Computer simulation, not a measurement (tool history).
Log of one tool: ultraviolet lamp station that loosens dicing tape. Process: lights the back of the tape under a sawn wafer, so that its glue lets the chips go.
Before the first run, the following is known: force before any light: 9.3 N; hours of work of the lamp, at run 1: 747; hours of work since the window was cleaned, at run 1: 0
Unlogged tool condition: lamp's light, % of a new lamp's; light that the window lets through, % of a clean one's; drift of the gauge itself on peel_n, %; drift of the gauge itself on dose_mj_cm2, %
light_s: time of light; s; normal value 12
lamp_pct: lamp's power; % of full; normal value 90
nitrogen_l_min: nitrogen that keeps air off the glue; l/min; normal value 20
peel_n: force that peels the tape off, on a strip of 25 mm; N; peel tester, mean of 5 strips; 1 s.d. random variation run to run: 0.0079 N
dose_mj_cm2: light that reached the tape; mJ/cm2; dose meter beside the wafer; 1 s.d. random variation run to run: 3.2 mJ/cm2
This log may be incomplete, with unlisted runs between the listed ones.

run	day	light_s	lamp_pct	nitrogen_l_min	hours of work of the lamp	hours of work since the window was cleaned	peel_n	dose_mj_cm2
1	0	12	90	20	747	0	0.309	500
2	2.892	12	90	20	776	28	0.315	497
3	5	12	90	20	796	49	0.312	499
4	7.125	12	90	20	817	70	0.318	491
5	10.083	12	90	20	846	99	0.298	492
6	12.888	12	90	20	874	126	0.313	496
7	14.967	12	90	20	894	147	0.318	496
8	17.992	12	90	20	924	176	0.305	495
9	19.992	12	90	20	943	196	0.317	502
10	23.179	12	90	20	974	227	0.319	497
11	26.008	12	90	20	1002	255	0.322	497
12	29.733	12	90	20	1039	291	0.309	490
13	33.25	12	90	20	1073	326	0.318	487
14	34.996	12	90	20	1090	343	0.321	494
15	38.321	12	90	20	1123	376	0.308	490
16	41.862	12	90	20	1158	410	0.311	496
17	45.788	12	90	20	1196	449	0.3	494
18	47.767	12	90	20	1215	468	0.312	495
19	50.933	12	92	20	1246	499	0.303	510
20	53.225	12	92	20	1269	522	0.297	503
21	54.992	12	72	20	1286	539	0.428	400
22	57.696	12	72	23	1313	565	0.399	394
23	60.808	12	71	33	1343	596	0.345	394
24	62.729	13	83	39	1362	615	0.272	490
# day 65.017: window cleaned of glue's vapour
25	66.1	12	99	13	1395	11	0.322	550
26	68.512	8	71	10	1419	34	1.29	260
27	72.521	12	90	23	1458	74	0.292	503
28	74.667	12	90	23	1479	95	0.281	498
29	77.675	12	90	23	1508	124	0.297	497
30	79.971	12	91	7	1531	147	0.484	500
31	82.042	12	86	20	1551	167	0.321	473
32	84.2	12	81	7	1572	188	0.61	448
33	86.504	12	65	20	1595	211	0.49	356
34	88.388	12	65	20	1613	229	0.49	357
35	90.308	12	98	39	1632	248	0.268	543
36	94.075	9	90	13	1669	285	0.566	372
37	97.15	13	90	20	1699	315	0.284	542
38	100.021	12	66	20	1727	343	0.477	361
39	103.017	14	66	20	1757	372	0.362	424
40	106.967	14	66	20	1795	411	0.357	425
41	108.912	14	66	20	1815	430	0.373	424

Here are 3 independent what-if runs from the current tool condition. What would each one return?
A	110.8	17	90	36	1833	449	?	?
B	110.8	12	78	34	1833	449	?	?
C	110.8	10	70	20	1833	449	?	?

run	peel_n	dose_mj_cm2
A	0.259	700
B	0.328	424
C	0.59	323
Without the tool's unlogged condition, the same runs would have read:
run	peel_n	dose_mj_cm2
A	0.259	701
B	0.327	425
C	0.588	323

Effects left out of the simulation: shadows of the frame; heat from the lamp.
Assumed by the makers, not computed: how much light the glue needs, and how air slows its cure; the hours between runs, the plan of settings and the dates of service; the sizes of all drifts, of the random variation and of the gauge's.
